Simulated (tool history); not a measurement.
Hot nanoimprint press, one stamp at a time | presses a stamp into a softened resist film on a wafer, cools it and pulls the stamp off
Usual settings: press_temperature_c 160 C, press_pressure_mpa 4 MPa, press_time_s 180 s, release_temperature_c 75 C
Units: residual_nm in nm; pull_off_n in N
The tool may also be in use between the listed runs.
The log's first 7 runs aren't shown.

run	hour	press_temperature_c	press_pressure_mpa	press_time_s	release_temperature_c	hours of work since the thermocouple was calibrated	imprints on the stamp's release coat	hours of work since the press's seals were changed	residual_nm	pull_off_n
8	335	160	4	180	75	126	559	183	97.4	149
9	374.4	160	4	180	75	147	653	204	97.2	143
10	420.3	160	4	180	75	171	762	228	98.7	153
11	468.8	171	4	180	75	197	878	254	47.9	155
12	512	160	4	356	75	220	981	277	73.9	155
13	565.8	160	4	356	75	248	1110	305	73.4	155
14	602.4	160	4	356	75	268	1197	325	73.3	166
15	640.1	160	2.71	180	75	288	1287	345	111	159
16	706.4	148	5.32	180	75	323	1446	380	160.3	164
17	736.1	148	5.32	180	75	338	1517	395	162.6	167

Forecast run 18:
18	770.1	157	5.6	121	75	356	1598	413	?	?

{"run 18": {"residual_nm": 115.4, "pull_off_n": 165}}
Without the tool's hidden state the same run would have given residual_nm 120.2 nm, pull_off_n 133 N.
